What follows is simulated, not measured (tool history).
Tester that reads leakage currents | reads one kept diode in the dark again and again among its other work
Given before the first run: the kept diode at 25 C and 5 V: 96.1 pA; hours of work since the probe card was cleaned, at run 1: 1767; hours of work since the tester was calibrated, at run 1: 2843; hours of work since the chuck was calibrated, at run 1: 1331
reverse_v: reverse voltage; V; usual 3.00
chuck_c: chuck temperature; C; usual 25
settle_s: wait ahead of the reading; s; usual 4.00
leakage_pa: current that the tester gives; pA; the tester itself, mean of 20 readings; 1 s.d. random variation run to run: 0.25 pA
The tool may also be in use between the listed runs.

run    hour  reverse_v  chuck_c  settle_s  hours of work since the probe card was cleaned  hours of work since the tester was calibrated  hours of work since the chuck was calibrated  leakage_pa
  1     0.0       3.00       25      4.00                                            1767                                           2843                                          1331       82.29
  2   103.2       3.00       25      0.98                                            1844                                           2920                                          1408       82.38
  3   205.5       3.00       25      0.98                                            1920                                           2996                                          1484       81.83
  4   310.9       3.00       29      4.00                                            1998                                           3074                                          1562      117.37
  5   428.6       3.00       29      4.00                                            2086                                           3162                                          1650      116.99
  6   566.4       3.00       29      4.00                                            2188                                           3264                                          1752      117.12
  7   698.4       9.17       23      4.06                                            2286                                           3362                                          1850       97.14
  8   831.4       1.28       25      2.12                                            2385                                           3461                                          1949       61.77
      937.3  -- chuck's temperature calibrated
  9   945.7       3.62       54      1.40                                            2468                                           3544                                             6      976.46
 10  1007.4       3.23       54      1.40                                            2514                                           3590                                            52      941.37
 11  1154.8       3.23       54      1.40                                            2624                                           3700                                           162      946.51

Forecast each of these 5 alternatives for the next run:
  A  1286.0       1.10       29      1.40                                            2721                                           3797                                           259           ?
  B  1286.0       3.00       46      1.32                                            2721                                           3797                                           259           ?
  C  1286.0       6.24       55      0.46                                            2721                                           3797                                           259           ?
  D  1286.0       5.26       54      0.68                                            2721                                           3797                                           259           ?
  E  1286.0      15.00       25      1.88                                            2721                                           3797                                           259           ?

run  leakage_pa
  A       84.76
  B      494.71
  C     1260.91
  D     1102.62
  E      138.33
The same runs, with their run-to-run variation unchanged, on a tool lacking any hidden condition would have given:
run  leakage_pa
  A       84.76
  B      494.81
  C     1261.20
  D     1102.88
  E      137.95
